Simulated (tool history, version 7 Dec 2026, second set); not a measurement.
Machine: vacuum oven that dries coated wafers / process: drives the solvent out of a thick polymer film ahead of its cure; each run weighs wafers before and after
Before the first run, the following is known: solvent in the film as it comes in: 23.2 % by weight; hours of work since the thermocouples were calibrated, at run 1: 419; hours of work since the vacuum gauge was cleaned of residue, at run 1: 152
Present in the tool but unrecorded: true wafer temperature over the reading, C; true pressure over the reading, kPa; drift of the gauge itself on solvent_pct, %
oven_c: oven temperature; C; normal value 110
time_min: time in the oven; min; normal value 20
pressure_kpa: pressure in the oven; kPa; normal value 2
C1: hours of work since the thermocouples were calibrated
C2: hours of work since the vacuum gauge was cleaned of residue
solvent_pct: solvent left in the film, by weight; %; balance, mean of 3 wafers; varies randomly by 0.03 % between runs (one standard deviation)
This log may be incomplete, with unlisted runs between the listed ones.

run 1 hour=0 | oven_c=110 time_min=20 pressure_kpa=2 | C1=419 C2=152 | solvent_pct=5.09
run 2 hour=6.1 | oven_c=110 time_min=20 pressure_kpa=2 | C1=423 C2=157 | solvent_pct=5.21
run 3 hour=20.2 | oven_c=110 time_min=20 pressure_kpa=2 | C1=434 C2=167 | solvent_pct=5.13
run 4 hour=28.8 | oven_c=110 time_min=20 pressure_kpa=1.9 | C1=440 C2=174 | solvent_pct=5.03
run 5 hour=35.3 | oven_c=110 time_min=20 pressure_kpa=1.9 | C1=445 C2=178 | solvent_pct=5.01
run 6 hour=46.8 | oven_c=110 time_min=20 pressure_kpa=2 | C1=453 C2=187 | solvent_pct=5.14
run 7 hour=52.9 | oven_c=110 time_min=20 pressure_kpa=2 | C1=458 C2=191 | solvent_pct=5.1
run 8 hour=63.9 | oven_c=110 time_min=20 pressure_kpa=2.38 | C1=466 C2=199 | solvent_pct=5.5
run 9 hour=73.1 | oven_c=110 time_min=20 pressure_kpa=1.48 | C1=473 C2=206 | solvent_pct=4.59
run 10 hour=81 | oven_c=110 time_min=20 pressure_kpa=1.48 | C1=478 C2=212 | solvent_pct=4.55
run 11 hour=90.8 | oven_c=110 time_min=14 pressure_kpa=2 | C1=486 C2=219 | solvent_pct=7.09
run 12 hour=103.6 | oven_c=115 time_min=20 pressure_kpa=2 | C1=495 C2=229 | solvent_pct=3.44
run 13 hour=114 | oven_c=115 time_min=20 pressure_kpa=2 | C1=503 C2=236 | solvent_pct=3.4
run 14 hour=125.8 | oven_c=115 time_min=20 pressure_kpa=2 | C1=511 C2=245 | solvent_pct=3.45
run 15 hour=134.1 | oven_c=110 time_min=20 pressure_kpa=2 | C1=518 C2=251 | solvent_pct=5.1
run 16 hour=141.5 | oven_c=110 time_min=20 pressure_kpa=2 | C1=523 C2=256 | solvent_pct=5.09
run 17 hour=150.6 | oven_c=110 time_min=20 pressure_kpa=2 | C1=530 C2=263 | solvent_pct=5.09
run 18 hour=164.7 | oven_c=110 time_min=20 pressure_kpa=2 | C1=540 C2=273 | solvent_pct=5.05
run 19 hour=170.5 | oven_c=110 time_min=20 pressure_kpa=2 | C1=544 C2=278 | solvent_pct=5.05
run 20 hour=180.2 | oven_c=110 time_min=20 pressure_kpa=2 | C1=551 C2=285 | solvent_pct=5.09
run 21 hour=192.2 | oven_c=104 time_min=20 pressure_kpa=2 | C1=560 C2=294 | solvent_pct=7.69
run 22 hour=204.9 | oven_c=104 time_min=20 pressure_kpa=2 | C1=569 C2=303 | solvent_pct=7.62
run 23 hour=216.4 | oven_c=104 time_min=20 pressure_kpa=2 | C1=578 C2=311 | solvent_pct=7.63
run 24 hour=225.2 | oven_c=104 time_min=20 pressure_kpa=2 | C1=584 C2=318 | solvent_pct=7.67
run 25 hour=235.9 | oven_c=103 time_min=20 pressure_kpa=1.68 | C1=592 C2=326 | solvent_pct=7.67
run 26 hour=246.8 | oven_c=109 time_min=23 pressure_kpa=6.02 | C1=600 C2=334 | solvent_pct=9.09
run 27 hour=256.7 | oven_c=96 time_min=18 pressure_kpa=2.87 | C1=607 C2=341 | solvent_pct=13.01
run 28 hour=270.9 | oven_c=96 time_min=18 pressure_kpa=2.87 | C1=618 C2=351 | solvent_pct=12.93
run 29 hour=284.9 | oven_c=100 time_min=20 pressure_kpa=3.19 | C1=628 C2=362 | solvent_pct=10.73
run 30 hour=296.1 | oven_c=100 time_min=20 pressure_kpa=3.19 | C1=636 C2=370 | solvent_pct=10.88
run 31 hour=306.7 | oven_c=100 time_min=20 pressure_kpa=3.19 | C1=644 C2=378 | solvent_pct=10.84
run 32 hour=321.1 | oven_c=102 time_min=28 pressure_kpa=1.69 | C1=655 C2=388 | solvent_pct=6.19
run 33 hour=331.4 | oven_c=102 time_min=28 pressure_kpa=1.69 | C1=662 C2=396 | solvent_pct=6.2
run 34 hour=345.5 | oven_c=102 time_min=28 pressure_kpa=1.69 | C1=673 C2=406 | solvent_pct=6.21
run 35 hour=354.5 | oven_c=97 time_min=12 pressure_kpa=2 | C1=679 C2=413 | solvent_pct=13.68
run 36 hour=365.9 | oven_c=120 time_min=17 pressure_kpa=2.68 | C1=688 C2=421 | solvent_pct=3.14
run 37 hour=374.2 | oven_c=120 time_min=17 pressure_kpa=2.68 | C1=694 C2=427 | solvent_pct=3.2
run 38 hour=384.2 | oven_c=120 time_min=17 pressure_kpa=4.79 | C1=701 C2=435 | solvent_pct=4.92
run 39 hour=396 | oven_c=120 time_min=17 pressure_kpa=4.79 | C1=710 C2=443 | solvent_pct=4.89
run 40 hour=402 | oven_c=101 time_min=32 pressure_kpa=5.54 | C1=714 C2=448 | solvent_pct=11.07
run 41 hour=408.6 | oven_c=111 time_min=31 pressure_kpa=5.66 | C1=719 C2=452 | solvent_pct=7.07
run 42 hour=417.1 | oven_c=101 time_min=31 pressure_kpa=6.22 | C1=725 C2=459 | solvent_pct=12.16

Run 43, settings as shown, results not yet in. Your forecast:
run 43 hour=430.5 | oven_c=122 time_min=20 pressure_kpa=1.3 | C1=735 C2=469 | solvent_pct=?

{"run 43": {"solvent_pct": 1.44}}
With no hidden state in the tool, this same run would have given solvent_pct 1.59 %.
